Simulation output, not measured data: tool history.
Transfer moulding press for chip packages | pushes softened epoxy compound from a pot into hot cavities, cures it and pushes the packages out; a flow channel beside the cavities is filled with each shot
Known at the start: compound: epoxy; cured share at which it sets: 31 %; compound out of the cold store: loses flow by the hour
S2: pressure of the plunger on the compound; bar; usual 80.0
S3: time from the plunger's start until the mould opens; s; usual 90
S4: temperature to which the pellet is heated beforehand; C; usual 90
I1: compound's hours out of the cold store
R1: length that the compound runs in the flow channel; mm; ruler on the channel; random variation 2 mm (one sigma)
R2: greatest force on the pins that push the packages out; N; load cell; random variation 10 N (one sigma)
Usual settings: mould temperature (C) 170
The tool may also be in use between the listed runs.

run 1 hour=0.0 | mould_temperature_(C)=170 S2=80.0 S3=90 S4=90 | I1=15.8 | R1=546 R2=734
run 2 hour=13.6 | mould_temperature_(C)=170 S2=80.0 S3=90 S4=90 | I1=24.4 | R1=510 R2=767
-- hour=18.5 cavities cleaned with cleaning compound and waxed
run 3 hour=39.0 | mould_temperature_(C)=170 S2=80.0 S3=90 S4=90 | I1=24.5 | R1=509 R2=652
run 4 hour=51.6 | mould_temperature_(C)=170 S2=67.2 S3=90 S4=90 | I1=31.0 | R1=446 R2=722
-- hour=69.1 cavities cleaned with cleaning compound and waxed
run 5 hour=72.9 | mould_temperature_(C)=170 S2=67.2 S3=90 S4=90 | I1=37.1 | R1=428 R2=487
run 6 hour=87.4 | mould_temperature_(C)=170 S2=67.2 S3=90 S4=90 | I1=48.0 | R1=390 R2=618
run 7 hour=104.6 | mould_temperature_(C)=170 S2=67.2 S3=90 S4=90 | I1=38.8 | R1=417 R2=709
run 8 hour=116.7 | mould_temperature_(C)=170 S2=67.2 S3=90 S4=90 | I1=43.4 | R1=407 R2=748
-- hour=120.4 cavities cleaned with cleaning compound and waxed
run 9 hour=135.4 | mould_temperature_(C)=170 S2=80.0 S3=90 S4=90 | I1=24.8 | R1=505 R2=619
run 10 hour=159.2 | mould_temperature_(C)=170 S2=72.9 S3=90 S4=90 | I1=35.8 | R1=441 R2=718
-- hour=172.0 cavities cleaned with cleaning compound and waxed
run 11 hour=180.7 | mould_temperature_(C)=170 S2=72.9 S3=90 S4=90 | I1=43.8 | R1=416 R2=520
run 12 hour=207.1 | mould_temperature_(C)=170 S2=69.7 S3=105 S4=90 | I1=27.3 | R1=457 R2=588
-- hour=223.5 cavities cleaned with cleaning compound and waxed
run 13 hour=234.0 | mould_temperature_(C)=170 S2=80.0 S3=90 S4=81 | I1=43.2 | R1=437 R2=574
run 14 hour=247.8 | mould_temperature_(C)=170 S2=76.4 S3=111 S4=81 | I1=12.8 | R1=528 R2=521
run 15 hour=272.0 | mould_temperature_(C)=163 S2=76.4 S3=111 S4=85 | I1=32.7 | R1=471 R2=769
-- hour=274.6 cavities cleaned with cleaning compound and waxed
run 16 hour=295.4 | mould_temperature_(C)=176 S2=76.4 S3=111 S4=85 | I1=15.9 | R1=501 R2=455
run 17 hour=308.1 | mould_temperature_(C)=170 S2=80.0 S3=96 S4=90 | I1=8.6 | R1=555 R2=668
run 18 hour=322.3 | mould_temperature_(C)=175 S2=80.0 S3=90 S4=90 | I1=15.7 | R1=514 R2=618
-- hour=325.9 cavities cleaned with cleaning compound and waxed
run 19 hour=343.5 | mould_temperature_(C)=172 S2=80.0 S3=90 S4=98 | I1=19.1 | R1=501 R2=537
run 20 hour=364.6 | mould_temperature_(C)=170 S2=66.9 S3=74 S4=90 | I1=44.3 | R1=390 R2=1075
-- hour=377.6 cavities cleaned with cleaning compound and waxed
run 21 hour=388.5 | mould_temperature_(C)=170 S2=66.9 S3=74 S4=90 | I1=27.4 | R1=435 R2=907
run 22 hour=413.4 | mould_temperature_(C)=170 S2=66.9 S3=74 S4=90 | I1=47.3 | R1=375 R2=1047

4 ways to go on from here, each from the tool as it stands after run 22. What would each give?
-- hour=429.4 cavities cleaned with cleaning compound and waxed
-- hour=435.3 plunger's sealing rings changed
run A hour=435.3 | mould_temperature_(C)=173 S2=80.0 S3=100 S4=89 | I1=24.3 | R1=? R2=?
-- hour=429.4 cavities cleaned with cleaning compound and waxed
-- hour=435.3 plunger's sealing rings changed
run B hour=435.3 | mould_temperature_(C)=173 S2=83.7 S3=93 S4=90 | I1=45.9 | R1=? R2=?
-- hour=429.4 cavities cleaned with cleaning compound and waxed
-- hour=435.3 plunger's sealing rings changed
run C hour=435.3 | mould_temperature_(C)=177 S2=80.0 S3=117 S4=97 | I1=25.2 | R1=? R2=?
-- hour=429.4 cavities cleaned with cleaning compound and waxed
-- hour=435.3 plunger's sealing rings changed
run D hour=435.3 | mould_temperature_(C)=170 S2=76.8 S3=74 S4=94 | I1=16.3 | R1=? R2=?

run=A R1=516 R2=368
run=B R1=451 R2=370
run=C R1=500 R2=338
run=D R1=540 R2=804
Without the tool's hidden state the same runs would have given:
run=A R1=519 R2=339
run=B R1=453 R2=342
run=C R1=502 R2=308
run=D R1=542 R2=756
